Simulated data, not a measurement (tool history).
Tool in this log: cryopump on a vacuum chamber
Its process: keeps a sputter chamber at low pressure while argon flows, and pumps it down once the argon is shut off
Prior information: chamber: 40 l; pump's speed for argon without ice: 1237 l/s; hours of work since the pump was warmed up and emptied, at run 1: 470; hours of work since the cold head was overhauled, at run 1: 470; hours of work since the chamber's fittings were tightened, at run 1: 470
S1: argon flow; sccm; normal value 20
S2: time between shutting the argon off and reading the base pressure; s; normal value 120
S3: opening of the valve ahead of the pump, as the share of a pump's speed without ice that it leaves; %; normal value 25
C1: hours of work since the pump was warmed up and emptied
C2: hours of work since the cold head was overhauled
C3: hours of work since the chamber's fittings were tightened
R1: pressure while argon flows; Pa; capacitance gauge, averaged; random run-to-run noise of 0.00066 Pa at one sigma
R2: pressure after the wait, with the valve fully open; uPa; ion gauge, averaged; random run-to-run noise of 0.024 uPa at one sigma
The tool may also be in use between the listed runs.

Run 1, day 0.000: usual settings; C1 470; C2 470; C3 470. Result: R1 0.1114 Pa, R2 1.19 uPa.
Run 2, day 0.988: usual settings; C1 487; C2 487; C3 487. Result: R1 0.1108 Pa, R2 1.23 uPa.
Run 3, day 1.633: usual settings; C1 498; C2 498; C3 498. Result: R1 0.1108 Pa, R2 1.17 uPa.
Run 4, day 2.500: usual settings but S3 16 %; C1 513; C2 513; C3 513. Result: R1 0.1727 Pa, R2 1.25 uPa.
Run 5, day 3.121: usual settings but S1 31 sccm, S3 16 %; C1 523; C2 523; C3 523. Result: R1 0.2695 Pa, R2 1.24 uPa.
Run 6, day 3.917: usual settings but S1 31 sccm, S3 16 %; C1 537; C2 537; C3 537. Result: R1 0.2680 Pa, R2 1.19 uPa.
Run 7, day 4.921: usual settings but S1 31 sccm, S3 16 %; C1 554; C2 554; C3 554. Result: R1 0.2682 Pa, R2 1.24 uPa.
Run 8, day 5.825: usual settings but S1 31 sccm, S3 16 %; C1 569; C2 569; C3 569. Result: R1 0.2689 Pa, R2 1.23 uPa.
Run 9, day 6.442: usual settings but S1 31 sccm, S2 234 s, S3 16 %; C1 580; C2 580; C3 580. Result: R1 0.2698 Pa, R2 0.97 uPa.
Run 10, day 7.517: usual settings; C1 598; C2 598; C3 598. Result: R1 0.1116 Pa, R2 1.29 uPa.
Run 11, day 8.538: usual settings but S3 19 %; C1 616; C2 616; C3 616. Result: R1 0.1462 Pa, R2 1.26 uPa.
Run 12, day 9.158: usual settings but S3 19 %; C1 626; C2 626; C3 626. Result: R1 0.1458 Pa, R2 1.29 uPa.
Run 13, day 10.154: usual settings; C1 644; C2 644; C3 644. Result: R1 0.1119 Pa, R2 1.33 uPa.
Run 14, day 11.208: usual settings but S1 32 sccm; C1 662; C2 662; C3 662. Result: R1 0.1794 Pa, R2 1.31 uPa.
Run 15, day 12.154: usual settings but S1 11 sccm; C1 678; C2 678; C3 678. Result: R1 0.0614 Pa, R2 1.38 uPa.
Run 16, day 13.229: usual settings but S1 26 sccm, S3 31 %; C1 696; C2 696; C3 696. Result: R1 0.1190 Pa, R2 1.31 uPa.
Run 17, day 13.679: usual settings but S1 26 sccm, S3 29 %; C1 704; C2 704; C3 704. Result: R1 0.1260 Pa, R2 1.33 uPa.
Run 18, day 14.388: usual settings but S1 24 sccm, S2 126 s, S3 29 %; C1 716; C2 716; C3 716. Result: R1 0.1156 Pa, R2 1.36 uPa.
Run 19, day 15.433: usual settings but S1 24 sccm, S2 126 s, S3 29 %; C1 734; C2 734; C3 734. Result: R1 0.1175 Pa, R2 1.30 uPa.
Run 20, day 16.108: usual settings but S1 31 sccm, S2 126 s, S3 45 %; C1 745; C2 745; C3 745. Result: R1 0.0984 Pa, R2 1.27 uPa.
Run 21, day 16.612: usual settings but S1 31 sccm, S2 126 s, S3 45 %; C1 754; C2 754; C3 754. Result: R1 0.0988 Pa, R2 1.33 uPa.
Run 22, day 17.317: usual settings but S1 31 sccm, S2 260 s, S3 45 %; C1 766; C2 766; C3 766. Result: R1 0.0996 Pa, R2 1.02 uPa.
Run 23, day 18.088: usual settings but S1 17 sccm, S2 55 s; C1 779; C2 779; C3 779. Result: R1 0.0961 Pa, R2 2.24 uPa.

Run 24 has not been measured yet. What should we expect?
Run 24, day 18.783: usual settings but S2 79 s, S3 57 %; C1 791; C2 791; C3 791. Result: R1 ?, R2 ?.

R1: 0.0512 Pa
R2: 1.77 uPa
Were there no unlogged condition in the tool, this run, its random variation unchanged, would have produced R1 0.0479 Pa, R2 1.29 uPa.

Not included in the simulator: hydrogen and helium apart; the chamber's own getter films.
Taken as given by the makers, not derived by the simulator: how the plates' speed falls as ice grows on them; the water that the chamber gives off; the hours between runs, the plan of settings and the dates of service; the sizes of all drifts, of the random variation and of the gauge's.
